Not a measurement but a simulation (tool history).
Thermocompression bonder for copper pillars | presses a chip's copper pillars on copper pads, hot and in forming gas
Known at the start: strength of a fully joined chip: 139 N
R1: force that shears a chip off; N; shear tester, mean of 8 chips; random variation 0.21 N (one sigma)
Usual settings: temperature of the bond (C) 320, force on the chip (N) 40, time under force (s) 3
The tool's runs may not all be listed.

Run 1, hour 0: usual settings. Result: R1 61.4 N.
Run 2, hour 7.6: usual settings. Result: R1 61.4 N.
Run 3, hour 19.2: usual settings. Result: R1 61.3 N.
Run 4, hour 27.7: usual settings. Result: R1 61.2 N.
Run 5, hour 35.9: usual settings but force on the chip (N) 45. Result: R1 64.9 N.
Run 6, hour 47.9: usual settings but force on the chip (N) 45. Result: R1 64.7 N.
Run 7, hour 56.9: usual settings but force on the chip (N) 45. Result: R1 64.4 N.
Run 8, hour 66.8: usual settings but force on the chip (N) 45. Result: R1 63.8 N.
Run 9, hour 75.7: usual settings but force on the chip (N) 45. Result: R1 64.3 N.
Run 10, hour 83.8: usual settings but force on the chip (N) 45. Result: R1 64 N.
Run 11, hour 92.4: usual settings but time under force (s) 7. Result: R1 80.3 N.
Run 12, hour 97.4: usual settings but time under force (s) 5. Result: R1 71.8 N.
Run 13, hour 106: usual settings but time under force (s) 5. Result: R1 71.6 N.
Run 14, hour 113.4: usual settings but time under force (s) 5. Result: R1 71.6 N.
Run 15, hour 121.9: usual settings but time under force (s) 5. Result: R1 71.8 N.
Run 16, hour 128.1: usual settings but temperature of the bond (C) 304, force on the chip (N) 27, time under force (s) 2. Result: R1 34.7 N.

The next listed run, before its measurement:
Run 17, hour 136.3: usual settings but temperature of the bond (C) 324, force on the chip (N) 51. Result: R1 ?.

{"run 17": {"R1": 70}}
Without the tool's hidden state the same run would have given R1 73.3 N.

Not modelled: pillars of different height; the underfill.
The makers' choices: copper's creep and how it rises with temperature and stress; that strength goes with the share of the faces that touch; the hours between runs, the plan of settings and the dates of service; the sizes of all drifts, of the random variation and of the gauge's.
